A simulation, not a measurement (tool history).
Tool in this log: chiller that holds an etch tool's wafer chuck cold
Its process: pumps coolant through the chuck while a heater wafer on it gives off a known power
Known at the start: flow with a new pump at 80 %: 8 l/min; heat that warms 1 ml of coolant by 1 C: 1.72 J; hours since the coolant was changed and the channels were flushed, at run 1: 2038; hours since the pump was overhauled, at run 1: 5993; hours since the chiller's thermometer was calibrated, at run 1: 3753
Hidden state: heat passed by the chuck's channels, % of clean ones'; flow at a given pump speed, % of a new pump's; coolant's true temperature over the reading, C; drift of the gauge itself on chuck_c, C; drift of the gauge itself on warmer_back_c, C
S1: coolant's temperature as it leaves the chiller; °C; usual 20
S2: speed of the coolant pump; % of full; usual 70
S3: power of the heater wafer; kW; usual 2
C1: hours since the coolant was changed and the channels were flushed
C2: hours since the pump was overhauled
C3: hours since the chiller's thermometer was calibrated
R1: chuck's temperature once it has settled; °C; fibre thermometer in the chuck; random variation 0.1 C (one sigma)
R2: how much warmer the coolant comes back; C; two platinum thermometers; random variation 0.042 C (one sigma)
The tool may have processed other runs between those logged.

run 1 hour=0 | S1=20 S2=70 S3=2 | C1=2038 C2=5993 C3=3753 | R1=39.7 R2=10.09
run 2 hour=67.2 | S1=20 S2=70 S3=2 | C1=2105 C2=6060 C3=3821 | R1=39.8 R2=9.99
run 3 hour=203.2 | S1=20 S2=70 S3=2 | C1=2242 C2=6197 C3=3957 | R1=39.4 R2=10.05
-- hour=347.4 coolant pump overhauled
run 4 hour=347.4 | S1=20 S2=70 S3=2 | C1=2381 C2=0 C3=4096 | R1=39.7 R2=10.06
run 5 hour=463 | S1=21 S2=70 S3=2 | C1=2496 C2=116 C3=4211 | R1=40.9 R2=10.04
-- hour=475.2 chiller's thermometer calibrated
run 6 hour=589.5 | S1=21 S2=70 S3=1.222 | C1=2622 C2=241 C3=114 | R1=32.9 R2=6.21
run 7 hour=744.6 | S1=21 S2=75 S3=1.222 | C1=2777 C2=396 C3=269 | R1=32.3 R2=5.79
run 8 hour=845 | S1=21 S2=75 S3=1.222 | C1=2877 C2=497 C3=370 | R1=32.4 R2=5.85
run 9 hour=1000.2 | S1=21 S2=75 S3=1.222 | C1=3033 C2=652 C3=525 | R1=32.3 R2=5.86
run 10 hour=1093 | S1=21 S2=75 S3=1.222 | C1=3125 C2=745 C3=618 | R1=32.4 R2=5.87
run 11 hour=1223.2 | S1=20 S2=70 S3=2 | C1=3255 C2=875 C3=748 | R1=39.6 R2=10.2
run 12 hour=1309 | S1=20 S2=70 S3=2 | C1=3341 C2=961 C3=834 | R1=39.7 R2=10.25
run 13 hour=1374.6 | S1=20 S2=70 S3=2 | C1=3407 C2=1026 C3=899 | R1=39.6 R2=10.21
run 14 hour=1524.5 | S1=20 S2=70 S3=2 | C1=3557 C2=1176 C3=1049 | R1=39.6 R2=10.25
-- hour=1644.8 gauge calibrated
run 15 hour=1662.8 | S1=20 S2=70 S3=2 | C1=3695 C2=1314 C3=1188 | R1=39.7 R2=10
run 16 hour=1776 | S1=20 S2=70 S3=2 | C1=3808 C2=1428 C3=1301 | R1=39.6 R2=10.03
run 17 hour=1842.3 | S1=11 S2=70 S3=2 | C1=3875 C2=1494 C3=1367 | R1=30.7 R2=10.13
run 18 hour=1971.1 | S1=11 S2=70 S3=2.819 | C1=4003 C2=1623 C3=1496 | R1=38.7 R2=14.1
run 19 hour=2048.6 | S1=11 S2=70 S3=2.819 | C1=4081 C2=1700 C3=1573 | R1=38.7 R2=14.18
run 20 hour=2177.9 | S1=11 S2=70 S3=2.819 | C1=4210 C2=1829 C3=1703 | R1=38.8 R2=14.26
run 21 hour=2310.7 | S1=11 S2=70 S3=2.819 | C1=4343 C2=1962 C3=1835 | R1=38.5 R2=14.29
run 22 hour=2404.6 | S1=28 S2=98 S3=2.325 | C1=4437 C2=2056 C3=1929 | R1=45.2 R2=8.23
run 23 hour=2499.6 | S1=28 S2=98 S3=2.325 | C1=4532 C2=2151 C3=2024 | R1=45.1 R2=8.25
run 24 hour=2626.7 | S1=28 S2=98 S3=2.325 | C1=4659 C2=2278 C3=2151 | R1=44.9 R2=8.28
run 25 hour=2691 | S1=28 S2=86 S3=2.375 | C1=4723 C2=2343 C3=2216 | R1=47.4 R2=9.7
run 26 hour=2841.1 | S1=15 S2=66 S3=1.666 | C1=4873 C2=2493 C3=2366 | R1=32.2 R2=9.05
run 27 hour=2944.6 | S1=20 S2=68 S3=2 | C1=4977 C2=2596 C3=2469 | R1=40 R2=10.55
run 28 hour=3053.3 | S1=14 S2=83 S3=2.069 | C1=5086 C2=2705 C3=2578 | R1=31.5 R2=8.85
-- hour=3100.1 coolant changed, channels flushed
run 29 hour=3194.1 | S1=14 S2=83 S3=2.069 | C1=94 C2=2840 C3=2713 | R1=31.5 R2=8.9
-- hour=3309.5 gauge calibrated
run 30 hour=3331.2 | S1=29 S2=87 S3=2.416 | C1=231 C2=2977 C3=2850 | R1=48.6 R2=9.54
run 31 hour=3465.3 | S1=20 S2=87 S3=2.416 | C1=365 C2=3111 C3=2984 | R1=39.5 R2=9.65
run 32 hour=3533 | S1=11 S2=87 S3=2.234 | C1=433 C2=3179 C3=3052 | R1=29 R2=8.92

Each row is a separate what-if for the run after 32, all from the same tool condition, not one after another. Results?
run A hour=3622.3 | S1=30 S2=70 S3=2 | C1=522 C2=3268 C3=3141 | R1=? R2=?
run B hour=3622.3 | S1=20 S2=70 S3=2.431 | C1=522 C2=3268 C3=3141 | R1=? R2=?
run C hour=3622.3 | S1=14 S2=91 S3=2.309 | C1=522 C2=3268 C3=3141 | R1=? R2=?

run=A R1=49.5 R2=10.11
run=B R1=43.9 R2=12.21
run=C R1=32.1 R2=8.82
The same runs, with their run-to-run variation unchanged, on a tool lacking any hidden condition would have given:
run=A R1=49.5 R2=10.06
run=B R1=43.9 R2=12.15
run=C R1=32.1 R2=8.77
